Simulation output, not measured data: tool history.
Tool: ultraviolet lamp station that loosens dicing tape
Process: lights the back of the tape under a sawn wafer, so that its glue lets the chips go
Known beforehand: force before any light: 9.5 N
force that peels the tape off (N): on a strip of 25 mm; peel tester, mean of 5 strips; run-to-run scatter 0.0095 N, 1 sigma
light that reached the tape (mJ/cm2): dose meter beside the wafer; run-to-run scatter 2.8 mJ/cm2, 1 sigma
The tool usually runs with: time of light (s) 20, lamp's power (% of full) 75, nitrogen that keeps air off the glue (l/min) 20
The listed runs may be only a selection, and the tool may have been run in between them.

run,hour,time of light (s),lamp's power (% of full),nitrogen that keeps air off the glue (l/min),force that peels the tape off (N),light that reached the tape (mJ/cm2)
1,0.0,20,75,20,0.447,386
2,34.7,20,75,20,0.453,382
3,68.2,20,75,20,0.477,370
4,98.0,20,64,20,0.719,312
5,135.9,17,75,20,0.743,299
6,169.2,17,75,20,0.819,295
7,215.1,20,88,20,0.424,396
8,256.2,20,88,20,0.448,385
9,301.9,20,88,20,0.475,367
# hour 310.7: window cleaned of glue's vapour
10,322.8,20,75,21,0.929,278
11,368.7,20,75,21,0.965,268
12,415.2,20,75,21,1.058,251
13,448.1,20,75,38,0.853,247
# hour 478.1: window cleaned of glue's vapour, once more
14,490.6,20,75,38,0.384,356
15,532.8,20,75,38,0.406,347
16,579.6,20,75,24,0.567,333
17,616.3,20,75,20,0.641,329
18,648.9,20,75,20,0.711,323
19,672.7,10,75,20,2.335,161
20,694.1,33,75,20,0.268,511
21,728.2,33,75,20,0.262,499
22,752.4,33,75,20,0.281,487
23,789.8,23,75,14,0.769,332
24,827.1,15,75,15,1.813,209
# hour 841.5: window cleaned of glue's vapour
25,848.0,25,75,33,0.292,410
26,867.2,12,75,10,2.326,197

Forecast run 27:
27,905.2,22,100,10,?,?

force that peels the tape off (N): 0.464
light that reached the tape (mJ/cm2): 467
Were there no unlogged condition in the tool, this run, its random variation unchanged, would have produced force that peels the tape off (N) 0.284, light that reached the tape (mJ/cm2) 597.
